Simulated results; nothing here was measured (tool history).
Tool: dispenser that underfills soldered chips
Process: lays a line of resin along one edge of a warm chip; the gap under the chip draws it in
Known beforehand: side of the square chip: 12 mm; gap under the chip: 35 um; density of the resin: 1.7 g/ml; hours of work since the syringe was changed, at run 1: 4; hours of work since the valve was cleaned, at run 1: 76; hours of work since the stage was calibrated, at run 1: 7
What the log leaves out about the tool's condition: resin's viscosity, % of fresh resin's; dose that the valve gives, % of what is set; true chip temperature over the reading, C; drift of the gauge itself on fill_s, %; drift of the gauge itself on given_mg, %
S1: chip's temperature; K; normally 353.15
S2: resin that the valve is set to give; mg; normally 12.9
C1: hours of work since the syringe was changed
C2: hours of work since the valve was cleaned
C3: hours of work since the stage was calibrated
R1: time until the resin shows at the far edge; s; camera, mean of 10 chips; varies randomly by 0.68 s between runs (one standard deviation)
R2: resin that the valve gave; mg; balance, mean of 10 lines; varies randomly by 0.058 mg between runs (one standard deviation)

Run 1, hour 0.0: usual settings; C1 4; C2 76; C3 7. Result: R1 82.9 s, R2 12.11 mg.
At hour 2.9: new syringe of resin.
Run 2, hour 3.3: usual settings; C1 0; C2 78; C3 9. Result: R1 64.0 s, R2 12.07 mg.
Run 3, hour 7.4: usual settings but S2 11.8 mg; C1 3; C2 81; C3 12. Result: R1 80.7 s, R2 10.98 mg.
At hour 11.2: new syringe of resin.
Run 4, hour 12.2: usual settings but S2 11.8 mg; C1 1; C2 85; C3 15. Result: R1 66.4 s, R2 10.99 mg.
Run 5, hour 17.3: usual settings but S2 11.8 mg; C1 5; C2 89; C3 19. Result: R1 87.5 s, R2 10.94 mg.
At hour 19.1: new syringe of resin.
Run 6, hour 22.6: usual settings but S2 11.8 mg; C1 3; C2 92; C3 23. Result: R1 77.0 s, R2 10.92 mg.
Run 7, hour 26.0: usual settings but S2 11.8 mg; C1 5; C2 95; C3 25. Result: R1 89.9 s, R2 10.90 mg.
At hour 27.1: new syringe of resin.
Run 8, hour 29.8: usual settings but S2 11.8 mg; C1 2; C2 97; C3 28. Result: R1 75.0 s, R2 10.90 mg.
Run 9, hour 34.5: usual settings but S2 11.8 mg; C1 6; C2 101; C3 32. Result: R1 94.3 s, R2 10.76 mg.
At hour 35.2: new syringe of resin.
Run 10, hour 37.5: usual settings but S2 11.8 mg; C1 2; C2 103; C3 34. Result: R1 70.3 s, R2 10.83 mg.
At hour 41.0: dispensing valve cleaned and set on the balance.
Run 11, hour 41.4: usual settings but S1 361.15 K; C1 4; C2 0; C3 36. Result: R1 54.4 s, R2 12.91 mg.
At hour 44.2: new syringe of resin.
Run 12, hour 44.7: usual settings but S1 362.15 K; C1 0; C2 3; C3 38. Result: R1 40.9 s, R2 12.83 mg.
Run 13, hour 48.8: usual settings but S1 362.15 K; C1 3; C2 6; C3 41. Result: R1 50.3 s, R2 12.85 mg.
At hour 52.2: new syringe of resin.
Run 14, hour 53.5: usual settings but S1 362.15 K; C1 1; C2 9; C3 44. Result: R1 43.4 s, R2 12.81 mg.
Run 15, hour 56.9: usual settings but S1 362.15 K; C1 3; C2 11; C3 47. Result: R1 51.6 s, R2 12.85 mg.
At hour 60.1: new syringe of resin.
Run 16, hour 61.6: usual settings but S1 362.15 K; C1 1; C2 15; C3 50. Result: R1 44.2 s, R2 12.85 mg.
Run 17, hour 64.1: usual settings but S1 350.15 K, S2 11.6 mg; C1 3; C2 17; C3 52. Result: R1 91.3 s, R2 11.34 mg.
At hour 68.4: new syringe of resin.
Run 18, hour 69.5: usual settings but S1 351.15 K, S2 14.0 mg; C1 1; C2 20; C3 56. Result: R1 72.3 s, R2 13.91 mg.
Run 19, hour 74.5: usual settings but S1 339.15 K, S2 11.9 mg; C1 5; C2 24; C3 60. Result: R1 176.4 s, R2 11.66 mg.
At hour 76.5: new syringe of resin.
Run 20, hour 78.2: usual settings but S1 339.15 K, S2 11.9 mg; C1 1; C2 27; C3 62. Result: R1 140.6 s, R2 11.58 mg.
Run 21, hour 83.0: usual settings but S1 339.15 K, S2 11.9 mg; C1 5; C2 30; C3 66. Result: R1 183.7 s, R2 11.58 mg.
At hour 84.5: new syringe of resin.
Run 22, hour 86.9: usual settings but S1 351.15 K, S2 13.2 mg; C1 2; C2 33; C3 69. Result: R1 77.3 s, R2 12.82 mg.
Run 23, hour 92.1: usual settings but S1 357.15 K, S2 12.7 mg; C1 6; C2 37; C3 72. Result: R1 74.5 s, R2 12.25 mg.
At hour 92.8: new syringe of resin.
Run 24, hour 96.7: usual settings but S1 361.15 K, S2 14.8 mg; C1 3; C2 40; C3 76. Result: R1 49.2 s, R2 14.25 mg.
Run 25, hour 100.3: usual settings but S1 361.15 K, S2 14.8 mg; C1 6; C2 43; C3 78. Result: R1 58.9 s, R2 14.19 mg.
At hour 101.0: new syringe of resin.
Run 26, hour 105.7: usual settings but S1 361.15 K, S2 14.8 mg; C1 4; C2 47; C3 82. Result: R1 52.0 s, R2 14.18 mg.
Run 27, hour 108.0: usual settings but S1 361.15 K, S2 14.8 mg; C1 5; C2 48; C3 84. Result: R1 58.2 s, R2 14.21 mg.
At hour 109.1: new syringe of resin.
Run 28, hour 111.8: usual settings but S1 361.15 K, S2 14.8 mg; C1 2; C2 51; C3 86. Result: R1 47.6 s, R2 14.20 mg.
Run 29, hour 114.5: usual settings but S1 344.15 K, S2 15.6 mg; C1 4; C2 53; C3 88. Result: R1 132.1 s, R2 14.83 mg.
At hour 117.1: new syringe of resin.
Run 30, hour 117.1: usual settings but S1 344.15 K, S2 15.6 mg; C1 0; C2 55; C3 90. Result: R1 97.1 s, R2 14.89 mg.
Run 31, hour 121.6: usual settings but S1 344.15 K, S2 15.6 mg; C1 3; C2 58; C3 94. Result: R1 124.1 s, R2 14.87 mg.

Selected run-to-run steps in R1, each split into two signed amounts: the part the tool would show with no hidden state at all (from settings, incoming material and random variation), and the remainder, which goes to the hidden state together with any gauge scatter not common to the measured and the hidden-state-free results:
Run 18 -> 19: S1 351.15 -> 339.15, S2 14.0 -> 11.9. R1 +104.1 s: hidden state +45.1, all else +59.0.
Run 20 -> 21: no setting changed, nothing entered. R1 +43.1 s: hidden state +41.5, all else +1.6.
Run 21 -> 22: S1 339.15 -> 351.15, S2 11.9 -> 13.2, new syringe of resin. R1 -106.4 s: hidden state -44.3, all else -62.1.
Run 28 -> 29: S1 361.15 -> 344.15, S2 14.8 -> 15.6. R1 +84.5 s: hidden state +28.2, all else +56.3.
